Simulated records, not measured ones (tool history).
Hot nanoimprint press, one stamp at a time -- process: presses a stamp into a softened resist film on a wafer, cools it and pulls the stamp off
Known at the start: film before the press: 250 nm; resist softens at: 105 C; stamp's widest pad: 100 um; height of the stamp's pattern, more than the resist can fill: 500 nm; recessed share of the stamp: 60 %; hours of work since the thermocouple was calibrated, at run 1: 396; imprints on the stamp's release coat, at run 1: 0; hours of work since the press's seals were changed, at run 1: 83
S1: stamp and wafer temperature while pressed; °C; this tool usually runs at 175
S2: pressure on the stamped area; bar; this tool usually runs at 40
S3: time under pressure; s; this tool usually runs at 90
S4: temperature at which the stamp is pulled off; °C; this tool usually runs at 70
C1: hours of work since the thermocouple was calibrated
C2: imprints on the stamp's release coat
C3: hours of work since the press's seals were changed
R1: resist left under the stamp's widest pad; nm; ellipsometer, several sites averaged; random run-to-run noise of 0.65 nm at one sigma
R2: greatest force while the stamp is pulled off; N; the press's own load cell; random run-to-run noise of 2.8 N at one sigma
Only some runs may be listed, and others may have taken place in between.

run 1 hour=0 | S1=175 S2=40 S3=90 S4=70 | C1=396 C2=0 C3=83 | R1=111.4 R2=135
run 2 hour=20.7 | S1=175 S2=40 S3=75 S4=70 | C1=407 C2=67 C3=94 | R1=118.4 R2=134
run 3 hour=39.8 | S1=175 S2=40 S3=104 S4=70 | C1=417 C2=129 C3=104 | R1=105.9 R2=142
run 4 hour=60.9 | S1=175 S2=40 S3=104 S4=70 | C1=427 C2=197 C3=115 | R1=106.3 R2=138
run 5 hour=71.4 | S1=175 S2=40 S3=104 S4=70 | C1=433 C2=231 C3=120 | R1=107 R2=140
run 6 hour=84.5 | S1=175 S2=40 S3=104 S4=70 | C1=439 C2=273 C3=127 | R1=106.7 R2=138
run 7 hour=105.8 | S1=175 S2=40 S3=104 S4=70 | C1=450 C2=342 C3=138 | R1=105.8 R2=144
-- hour=113.7 plate thermocouple calibrated
run 8 hour=127.6 | S1=175 S2=40 S3=104 S4=70 | C1=7 C2=403 C3=147 | R1=100.5 R2=141
run 9 hour=140.2 | S1=175 S2=40 S3=55 S4=70 | C1=14 C2=444 C3=154 | R1=124.8 R2=137
run 10 hour=161.9 | S1=175 S2=40 S3=55 S4=70 | C1=25 C2=514 C3=165 | R1=125 R2=141
run 11 hour=179.3 | S1=175 S2=40 S3=90 S4=70 | C1=34 C2=571 C3=174 | R1=106.9 R2=143
run 12 hour=190.2 | S1=175 S2=40 S3=90 S4=64 | C1=39 C2=606 C3=179 | R1=107.5 R2=163
run 13 hour=211.4 | S1=175 S2=40 S3=90 S4=64 | C1=50 C2=675 C3=190 | R1=109 R2=169
run 14 hour=224.6 | S1=175 S2=40 S3=90 S4=64 | C1=57 C2=717 C3=197 | R1=107.2 R2=157
run 15 hour=245.6 | S1=178 S2=40 S3=90 S4=64 | C1=68 C2=785 C3=208 | R1=98.2 R2=172
run 16 hour=267.4 | S1=178 S2=40 S3=90 S4=64 | C1=79 C2=856 C3=219 | R1=98.3 R2=165
run 17 hour=289 | S1=175 S2=39.6 S3=90 S4=70 | C1=90 C2=926 C3=230 | R1=108.5 R2=144
run 18 hour=310.5 | S1=175 S2=40 S3=90 S4=64 | C1=101 C2=995 C3=241 | R1=109.3 R2=167
run 19 hour=324.7 | S1=169 S2=27.2 S3=90 S4=64 | C1=108 C2=1042 C3=248 | R1=158.7 R2=175
run 20 hour=349.1 | S1=169 S2=27.2 S3=90 S4=64 | C1=121 C2=1121 C3=261 | R1=157.6 R2=173
run 21 hour=373.6 | S1=184 S2=36.6 S3=51 S4=61 | C1=133 C2=1200 C3=273 | R1=106.2 R2=192
run 22 hour=385.1 | S1=182 S2=37.5 S3=51 S4=70 | C1=139 C2=1237 C3=279 | R1=110.6 R2=155
run 23 hour=395.8 | S1=182 S2=37.5 S3=51 S4=70 | C1=145 C2=1272 C3=285 | R1=109.7 R2=152
run 24 hour=414.8 | S1=184 S2=40 S3=90 S4=70 | C1=154 C2=1333 C3=295 | R1=82.8 R2=164
run 25 hour=427 | S1=179 S2=56.9 S3=90 S4=64 | C1=161 C2=1373 C3=301 | R1=78.3 R2=176
run 26 hour=450.3 | S1=179 S2=56.9 S3=90 S4=64 | C1=173 C2=1448 C3=313 | R1=78.6 R2=184
run 27 hour=469.9 | S1=179 S2=32.9 S3=90 S4=63 | C1=183 C2=1512 C3=323 | R1=107.9 R2=192
run 28 hour=487 | S1=179 S2=32.9 S3=90 S4=63 | C1=191 C2=1567 C3=332 | R1=109.9 R2=190
run 29 hour=512.2 | S1=175 S2=40 S3=115 S4=64 | C1=204 C2=1649 C3=344 | R1=102.3 R2=193

Here are 4 independent what-if runs from the current tool condition. What would each one return?
run A hour=528.4 | S1=175 S2=40 S3=90 S4=66 | C1=213 C2=1701 C3=353 | R1=? R2=?
run B hour=528.4 | S1=175 S2=40 S3=158 S4=57 | C1=213 C2=1701 C3=353 | R1=? R2=?
run C hour=528.4 | S1=175 S2=55.3 S3=115 S4=72 | C1=213 C2=1701 C3=353 | R1=? R2=?
run D hour=528.4 | S1=174 S2=40 S3=115 S4=64 | C1=213 C2=1701 C3=353 | R1=? R2=?

run=A R1=109.9 R2=178
run=B R1=90.7 R2=211
run=C R1=83.2 R2=149
run=D R1=105.2 R2=177
Had the tool no hidden state, the same runs would have come out as:
run=A R1=106.9 R2=144
run=B R1=88.1 R2=171
run=C R1=80.5 R2=121
run=D R1=102.3 R2=143

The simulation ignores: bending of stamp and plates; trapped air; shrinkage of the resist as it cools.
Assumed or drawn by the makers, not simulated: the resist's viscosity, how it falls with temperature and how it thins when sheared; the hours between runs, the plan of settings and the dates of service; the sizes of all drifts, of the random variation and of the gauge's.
